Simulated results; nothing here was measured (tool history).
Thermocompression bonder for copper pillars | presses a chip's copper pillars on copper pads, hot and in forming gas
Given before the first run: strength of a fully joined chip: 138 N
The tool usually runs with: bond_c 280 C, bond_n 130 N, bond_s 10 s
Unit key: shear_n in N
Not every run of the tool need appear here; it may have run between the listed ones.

run   hour  bond_c  bond_n  bond_s  shear_n
  1      0     280     130      10     58.4
  2   40.5     280     130      10     57.6
  3   77.9     280     108      10     50.2
      85.1  -- forming gas filter changed
  4  121.4     280     108      10     52.8
  5  171.1     302     130      10     73.9
  6  243.5     280     130      10     58.9
  7    299     280     130      10     57.9
  8  368.8     280     130      10     57.5
  9  437.9     280     130      10     57.1
 10  512.7     280     130      10     55.9
     555.5  -- heater calibrated with a thermocouple chip
     565.2  -- forming gas filter changed
 11  565.6     280     143      16     85.3
 12  607.8     280     136      16     82.5
 13  677.7     280     157      13     82.2
 14  747.2     308     105      29     99.1
 15  821.4     308     105      29     96.2
 16  877.4     308     105      29     94.4
 17  916.5     264     104      29     67.1

What if the next run were any one of these 4? Each begins from the tool's condition after run 17:
  A  963.9     288     118      29        ?
  B  963.9     278     104      29        ?
  C  963.9     307     129      23        ?
  D  963.9     280     102      11        ?

run  shear_n
  A     87.8
  B     74.7
  C     97.6
  D     53.9
What these runs would have given with no unlogged condition in the tool:
run  shear_n
  A     92.2
  B     78.3
  C    102.6
  D     56.4

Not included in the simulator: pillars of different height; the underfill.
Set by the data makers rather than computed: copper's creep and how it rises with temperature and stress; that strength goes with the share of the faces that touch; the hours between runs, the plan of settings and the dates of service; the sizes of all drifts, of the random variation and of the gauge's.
